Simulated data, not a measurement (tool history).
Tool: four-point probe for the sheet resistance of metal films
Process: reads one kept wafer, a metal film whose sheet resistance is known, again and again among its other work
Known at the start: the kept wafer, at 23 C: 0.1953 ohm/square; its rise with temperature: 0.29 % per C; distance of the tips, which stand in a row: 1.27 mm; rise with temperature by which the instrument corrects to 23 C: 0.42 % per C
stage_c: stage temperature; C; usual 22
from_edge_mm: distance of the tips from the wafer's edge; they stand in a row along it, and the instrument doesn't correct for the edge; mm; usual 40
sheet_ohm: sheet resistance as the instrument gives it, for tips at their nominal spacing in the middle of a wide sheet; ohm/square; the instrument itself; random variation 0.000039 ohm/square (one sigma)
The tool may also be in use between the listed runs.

Run 1, hour 0: usual settings. Result: sheet_ohm 0.195647 ohm/square.
Run 2, hour 51.2: usual settings but stage_c 19 C. Result: sheet_ohm 0.196427 ohm/square.
Run 3, hour 107.9: usual settings but stage_c 19 C. Result: sheet_ohm 0.196422 ohm/square.
Run 4, hour 162.5: usual settings but stage_c 19 C. Result: sheet_ohm 0.196405 ohm/square.
Run 5, hour 246: usual settings but stage_c 19 C. Result: sheet_ohm 0.196488 ohm/square.
Run 6, hour 283.3: usual settings but stage_c 19 C. Result: sheet_ohm 0.196405 ohm/square.
Run 7, hour 362.9: usual settings but stage_c 19 C. Result: sheet_ohm 0.196504 ohm/square.
Run 8, hour 411.4: usual settings but stage_c 19 C. Result: sheet_ohm 0.196543 ohm/square.
Run 9, hour 487: usual settings. Result: sheet_ohm 0.195645 ohm/square.
Run 10, hour 558: usual settings but stage_c 19 C. Result: sheet_ohm 0.196442 ohm/square.
Run 11, hour 611.1: usual settings but stage_c 19 C. Result: sheet_ohm 0.196436 ohm/square.
Run 12, hour 668.6: usual settings. Result: sheet_ohm 0.195649 ohm/square.
Run 13, hour 754.7: usual settings but from_edge_mm 13 mm. Result: sheet_ohm 0.196532 ohm/square.
Run 14, hour 835.1: usual settings but stage_c 33 C, from_edge_mm 13 mm. Result: sheet_ohm 0.193819 ohm/square.
Run 15, hour 890.5: usual settings but stage_c 33 C, from_edge_mm 13 mm. Result: sheet_ohm 0.193735 ohm/square.
Run 16, hour 977.5: usual settings but stage_c 33 C, from_edge_mm 13 mm. Result: sheet_ohm 0.193795 ohm/square.
Run 17, hour 1063.7: usual settings but stage_c 23 C, from_edge_mm 13 mm. Result: sheet_ohm 0.196245 ohm/square.
Run 18, hour 1129.6: usual settings but stage_c 23 C, from_edge_mm 13 mm. Result: sheet_ohm 0.196287 ohm/square.
Run 19, hour 1215.4: usual settings but stage_c 23 C, from_edge_mm 13 mm. Result: sheet_ohm 0.19626 ohm/square.
Run 20, hour 1259.3: usual settings but stage_c 23 C, from_edge_mm 13 mm. Result: sheet_ohm 0.196226 ohm/square.
Run 21, hour 1330.7: usual settings. Result: sheet_ohm 0.195671 ohm/square.
Run 22, hour 1409.3: usual settings. Result: sheet_ohm 0.195645 ohm/square.
Run 23, hour 1501: usual settings. Result: sheet_ohm 0.195641 ohm/square.
Run 24, hour 1589.6: usual settings. Result: sheet_ohm 0.195663 ohm/square.
Run 25, hour 1646.1: usual settings but stage_c 32 C, from_edge_mm 5 mm. Result: sheet_ohm 0.199549 ohm/square.
Run 26, hour 1690.3: usual settings but stage_c 21 C, from_edge_mm 42 mm. Result: sheet_ohm 0.195963 ohm/square.
Run 27, hour 1739.8: usual settings but stage_c 21 C, from_edge_mm 42 mm. Result: sheet_ohm 0.195943 ohm/square.
Run 28, hour 1830.1: usual settings but stage_c 21 C, from_edge_mm 42 mm. Result: sheet_ohm 0.195877 ohm/square.
Run 29, hour 1915.2: usual settings but stage_c 19 C, from_edge_mm 25 mm. Result: sheet_ohm 0.196537 ohm/square.
Run 30, hour 1986.6: usual settings but stage_c 19 C, from_edge_mm 25 mm. Result: sheet_ohm 0.196641 ohm/square.
Run 31, hour 2030.7: usual settings but stage_c 34 C, from_edge_mm 47 mm. Result: sheet_ohm 0.192611 ohm/square.
Run 32, hour 2119.7: usual settings but stage_c 34 C, from_edge_mm 47 mm. Result: sheet_ohm 0.19273 ohm/square.
Run 33, hour 2162.7: usual settings but stage_c 34 C, from_edge_mm 47 mm. Result: sheet_ohm 0.1927 ohm/square.
Run 34, hour 2228: usual settings but stage_c 21 C, from_edge_mm 28 mm. Result: sheet_ohm 0.196107 ohm/square.
Run 35, hour 2314.2: usual settings but stage_c 20 C, from_edge_mm 37 mm. Result: sheet_ohm 0.196176 ohm/square.
Run 36, hour 2374.9: usual settings but stage_c 20 C, from_edge_mm 37 mm. Result: sheet_ohm 0.196227 ohm/square.
Run 37, hour 2427.4: usual settings but stage_c 23 C, from_edge_mm 26 mm. Result: sheet_ohm 0.195543 ohm/square.
Run 38, hour 2469: usual settings but stage_c 23 C, from_edge_mm 26 mm. Result: sheet_ohm 0.195488 ohm/square.
Run 39, hour 2513.7: usual settings but from_edge_mm 5 mm. Result: sheet_ohm 0.202093 ohm/square.
Run 40, hour 2588.7: usual settings but stage_c 32 C, from_edge_mm 14 mm. Result: sheet_ohm 0.1939 ohm/square.
Run 41, hour 2643.9: usual settings but from_edge_mm 11 mm. Result: sheet_ohm 0.197009 ohm/square.
Run 42, hour 2726.8: usual settings but from_edge_mm 10 mm. Result: sheet_ohm 0.197279 ohm/square.
Run 43, hour 2786.5: usual settings but stage_c 26 C, from_edge_mm 3 mm. Result: sheet_ohm 0.211467 ohm/square.
Run 44, hour 2852.3: usual settings but stage_c 34 C, from_edge_mm 14 mm. Result: sheet_ohm 0.193427 ohm/square.

Not shown: 1 entry that the log had between the listed runs. Between which runs, and how does the tool's hidden state differ before and after?
Between runs 21 and 22: stage's thermometer calibrated (hour 1347)
  inner tips' distance over the nominal, %: -0.001 -> 0; wafer's true temperature over the reading, C: -0.02 -> 0
